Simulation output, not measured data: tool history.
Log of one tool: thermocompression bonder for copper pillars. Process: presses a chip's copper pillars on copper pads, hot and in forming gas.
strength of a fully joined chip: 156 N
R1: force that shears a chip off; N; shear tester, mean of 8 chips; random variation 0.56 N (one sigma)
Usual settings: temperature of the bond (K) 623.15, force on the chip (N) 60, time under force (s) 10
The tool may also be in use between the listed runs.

Run 1, day 0.000: usual settings. Result: R1 61.9 N.
Run 2, day 1.038: usual settings but time under force (s) 23. Result: R1 84.2 N.
Run 3, day 1.646: usual settings but time under force (s) 24. Result: R1 85.7 N.
Run 4, day 2.671: usual settings but time under force (s) 24. Result: R1 85.5 N.
Run 5, day 3.754: usual settings but time under force (s) 24. Result: R1 85.9 N.
Run 6, day 4.388: usual settings but time under force (s) 24. Result: R1 85.1 N.
Run 7, day 5.088: usual settings but time under force (s) 6. Result: R1 50.9 N.
Run 8, day 5.638: usual settings but time under force (s) 26. Result: R1 88.1 N.
Run 9, day 6.229: usual settings. Result: R1 63.3 N.
Run 10, day 7.292: usual settings. Result: R1 62.3 N.
Run 11, day 8.058: usual settings but force on the chip (N) 84. Result: R1 79.5 N.
Run 12, day 9.196: usual settings. Result: R1 62.6 N.
Run 13, day 9.712: usual settings but time under force (s) 25. Result: R1 88.3 N.
Run 14, day 10.179: usual settings but time under force (s) 25. Result: R1 87.8 N.
Run 15, day 10.846: usual settings. Result: R1 62.7 N.
Run 16, day 11.633: usual settings. Result: R1 63.2 N.
Run 17, day 12.562: usual settings. Result: R1 62.7 N.
Run 18, day 13.042: usual settings. Result: R1 63.9 N.
Run 19, day 14.096: usual settings. Result: R1 61.9 N.
Run 20, day 14.992: usual settings but temperature of the bond (K) 611.15. Result: R1 54.7 N.
Run 21, day 15.792: usual settings but temperature of the bond (K) 639.15. Result: R1 75.1 N.
Run 22, day 16.412: usual settings but temperature of the bond (K) 639.15. Result: R1 73.9 N.
At day 16.838: heater calibrated with a thermocouple chip.
Run 23, day 17.262: usual settings but temperature of the bond (K) 639.15. Result: R1 72.7 N.
Run 24, day 18.221: usual settings but temperature of the bond (K) 639.15. Result: R1 74.1 N.
Run 25, day 19.212: usual settings but temperature of the bond (K) 639.15. Result: R1 73.7 N.
Run 26, day 19.992: usual settings but time under force (s) 11. Result: R1 64.9 N.
Run 27, day 20.696: usual settings but temperature of the bond (K) 627.15, force on the chip (N) 57, time under force (s) 7. Result: R1 55.2 N.
Run 28, day 21.721: usual settings but force on the chip (N) 77. Result: R1 72.7 N.
Run 29, day 22.371: usual settings but temperature of the bond (K) 617.15, force on the chip (N) 41, time under force (s) 17. Result: R1 55.5 N.
Run 30, day 23.379: usual settings but temperature of the bond (K) 617.15, force on the chip (N) 41, time under force (s) 17. Result: R1 55.6 N.
Run 31, day 24.217: usual settings but temperature of the bond (K) 617.15, force on the chip (N) 88, time under force (s) 17. Result: R1 88.1 N.
Run 32, day 24.825: usual settings but temperature of the bond (K) 596.15, force on the chip (N) 73, time under force (s) 29. Result: R1 77.5 N.
Run 33, day 25.496: usual settings but temperature of the bond (K) 644.15, force on the chip (N) 53, time under force (s) 7. Result: R1 63.1 N.
Run 34, day 26.150: usual settings but temperature of the bond (K) 637.15, force on the chip (N) 79, time under force (s) 18. Result: R1 101.7 N.
At day 26.642: forming gas filter changed.
Run 35, day 26.917: usual settings but temperature of the bond (K) 646.15, force on the chip (N) 71, time under force (s) 27. Result: R1 116.0 N.
Run 36, day 27.458: usual settings but temperature of the bond (K) 646.15, force on the chip (N) 71, time under force (s) 27. Result: R1 114.9 N.
Run 37, day 28.512: usual settings but temperature of the bond (K) 610.15, force on the chip (N) 77, time under force (s) 7. Result: R1 56.3 N.
Run 38, day 29.396: usual settings but temperature of the bond (K) 610.15, force on the chip (N) 77, time under force (s) 7. Result: R1 55.5 N.
Run 39, day 30.221: usual settings but temperature of the bond (K) 649.15, force on the chip (N) 81, time under force (s) 6. Result: R1 82.8 N.
Run 40, day 31.233: usual settings but temperature of the bond (K) 615.15, force on the chip (N) 76. Result: R1 67.0 N.

Forecast each of these 3 alternatives for the next run:
Run A, day 32.229: usual settings but temperature of the bond (K) 625.15, force on the chip (N) 53, time under force (s) 12. Result: R1 ?.
Run B, day 32.229: usual settings but temperature of the bond (K) 636.15, force on the chip (N) 38, time under force (s) 12. Result: R1 ?.
Run C, day 32.229: usual settings but temperature of the bond (K) 619.15. Result: R1 ?.

run    R1
  A  63.9
  B  55.8
  C  60.0
Without the tool's hidden state the same runs would have given:
run    R1
  A  63.7
  B  55.7
  C  59.8
